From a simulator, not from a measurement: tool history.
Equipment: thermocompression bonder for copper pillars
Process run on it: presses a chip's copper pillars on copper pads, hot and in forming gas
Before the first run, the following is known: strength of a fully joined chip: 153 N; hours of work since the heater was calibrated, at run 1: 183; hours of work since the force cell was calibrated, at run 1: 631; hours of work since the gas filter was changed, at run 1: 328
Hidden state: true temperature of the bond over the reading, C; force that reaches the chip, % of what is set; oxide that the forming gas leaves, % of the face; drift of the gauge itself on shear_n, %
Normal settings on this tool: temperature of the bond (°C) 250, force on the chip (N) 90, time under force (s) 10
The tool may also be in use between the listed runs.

run,hour,temperature of the bond (°C),force on the chip (N),time under force (s),hours of work since the heater was calibrated,hours of work since the force cell was calibrated,hours of work since the gas filter was changed,force that shears a chip off (N)
1,0,250,90,10,183,631,328,78.3
2,9.6,250,90,10,188,636,333,77.8
3,22.5,225,90,10,194,643,339,57.7
4,34.7,250,62,10,200,649,345,60.1
5,51,250,62,10,209,657,353,58.9
6,62.9,250,62,10,215,663,359,59.4
7,76.3,250,62,10,222,670,366,59.7
8,89.2,250,62,10,228,676,373,61
9,106.6,250,117,10,237,685,382,89.1
# hour 107.8: forming gas filter changed
10,118.9,250,90,10,243,691,6,77.3
11,134.3,250,90,10,251,699,13,76.4
12,144.9,250,90,10,256,704,19,77.2
13,152.5,250,124,5,260,708,23,74.7
14,162.2,228,94,11,265,713,27,64.8
15,173.4,228,133,9,270,719,33,74.8
16,181.7,256,100,6,274,723,37,74.7
17,198.5,250,125,13,283,731,46,102.6
18,208.8,247,60,23,288,736,51,77.2
19,225.2,247,60,23,296,745,59,76.9
20,233.8,248,68,21,301,749,64,78.7
21,243.9,248,68,21,306,754,69,79.8
22,256.7,248,111,5,312,761,75,68.6

Each row is a separate what-if for the run after 22, all from the same tool condition, not one after another. Results?
A,273.9,268,111,17,321,769,84,?
B,273.9,250,67,13,321,769,84,?
C,273.9,275,90,10,321,769,84,?
D,273.9,269,132,11,321,769,84,?
E,273.9,250,90,10,321,769,84,?

run,force that shears a chip off (N)
A,119.7
B,71.6
C,101.3
D,116.3
E,77.1
With the hidden condition removed and each run's random variation left untouched, the same runs would have given:
run,force that shears a chip off (N)
A,119.8
B,71.6
C,101.4
D,116.4
E,77.1
